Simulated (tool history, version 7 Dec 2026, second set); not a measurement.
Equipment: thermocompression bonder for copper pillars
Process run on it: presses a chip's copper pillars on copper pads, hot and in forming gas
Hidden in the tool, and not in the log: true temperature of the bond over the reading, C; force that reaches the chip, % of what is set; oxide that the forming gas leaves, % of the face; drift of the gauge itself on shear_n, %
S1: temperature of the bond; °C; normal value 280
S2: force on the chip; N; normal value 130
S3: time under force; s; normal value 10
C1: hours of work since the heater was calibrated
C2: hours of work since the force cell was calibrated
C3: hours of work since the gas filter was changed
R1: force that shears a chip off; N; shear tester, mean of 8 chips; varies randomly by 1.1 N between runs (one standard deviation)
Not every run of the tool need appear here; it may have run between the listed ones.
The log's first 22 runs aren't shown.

| run | hour | S1 | S2 | S3 | C1 | C2 | C3 | R1 |
|---|---|---|---|---|---|---|---|---|
| 23 | 672 | 302 | 194 | 10 | 123 | 1059 | 114 | 127.2 |
| 24 | 707.9 | 280 | 96 | 26 | 140 | 1077 | 131 | 111.6 |
| 25 | 737.2 | 262 | 168 | 9 | 155 | 1091 | 146 | 86.6 |
| 26 | 763.5 | 255 | 130 | 8 | 167 | 1103 | 158 | 68.9 |
| 27 | 792.7 | 255 | 134 | 8 | 181 | 1118 | 172 | 68.1 |
| 28 | 834 | 255 | 134 | 8 | 201 | 1137 | 192 | 67 |
| 29 | 860.1 | 255 | 134 | 8 | 214 | 1150 | 205 | 67.9 |
| 30 | 878.4 | 299 | 119 | 7 | 223 | 1159 | 214 | 101.7 |
| 31 | 897.2 | 306 | 81 | 10 | 232 | 1168 | 223 | 102.3 |
| 32 | 919.9 | 306 | 154 | 10 | 243 | 1179 | 234 | 122.3 |
| 33 | 954.1 | 261 | 174 | 10 | 259 | 1195 | 250 | 86.7 |
| 34 | 989.2 | 261 | 174 | 10 | 276 | 1212 | 267 | 85.1 |
| 35 | 1029.9 | 261 | 174 | 10 | 296 | 1232 | 287 | 86.9 |
| 36 | 1047.8 | 261 | 174 | 10 | 304 | 1240 | 295 | 85.9 |
|  | 1072.7 | forming gas filter changed |
| 37 | 1076.4 | 261 | 174 | 10 | 318 | 1254 | 2 | 88.7 |
| 38 | 1111.4 | 261 | 174 | 5 | 335 | 1271 | 19 | 71.4 |
| 39 | 1154.6 | 281 | 174 | 6 | 355 | 1292 | 39 | 94.2 |

Run 40 has not been measured yet. What should we expect?
| 40 | 1195.9 | 300 | 126 | 16 | 375 | 1312 | 59 | ? |

R1: 125.2 N
Take away the tool's hidden state, keep the run-to-run variation as it was, and the same run would have given R1 128.2 N.

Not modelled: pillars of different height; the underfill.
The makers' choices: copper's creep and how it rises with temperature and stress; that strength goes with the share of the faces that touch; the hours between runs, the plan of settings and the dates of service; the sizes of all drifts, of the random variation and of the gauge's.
